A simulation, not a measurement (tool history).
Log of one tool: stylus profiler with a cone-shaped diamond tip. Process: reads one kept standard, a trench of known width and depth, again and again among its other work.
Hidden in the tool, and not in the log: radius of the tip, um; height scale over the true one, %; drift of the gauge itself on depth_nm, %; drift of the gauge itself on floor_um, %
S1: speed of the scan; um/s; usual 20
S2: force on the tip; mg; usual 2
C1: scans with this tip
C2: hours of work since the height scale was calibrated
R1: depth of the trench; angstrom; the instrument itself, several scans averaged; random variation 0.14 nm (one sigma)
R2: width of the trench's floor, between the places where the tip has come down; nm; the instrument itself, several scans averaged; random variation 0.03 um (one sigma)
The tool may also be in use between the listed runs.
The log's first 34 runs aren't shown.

run	hour	S1	S2	C1	C2	R1	R2
35	647.8	9	1.52	18187	1356	5047.6	15640
36	663.7	9	1.52	18353	1368	5047.6	15710
37	680.4	11	0.83	18529	1381	5038.7	15660
38	698.9	68	1.22	18722	1396	5043.3	15490
39	722.1	61	2.14	18965	1414	5056.8	15490
40	742	47	2	19174	1429	5057.8	15540
41	769.2	42	5.47	19459	1450	5090.1	15540
42	782	12	0.74	19593	1460	5037.2	15520
43	807.5	12	0.74	19860	1480	5038.4	15570

The next listed run, before its measurement:
44	823.1	11	0.78	20024	1493	?	?

{"run 44": {"R1": 5038.8, "R2": 15560}}
Without the tool's hidden state the same run would have given R1 5017.9 angstrom, R2 17330 nm.
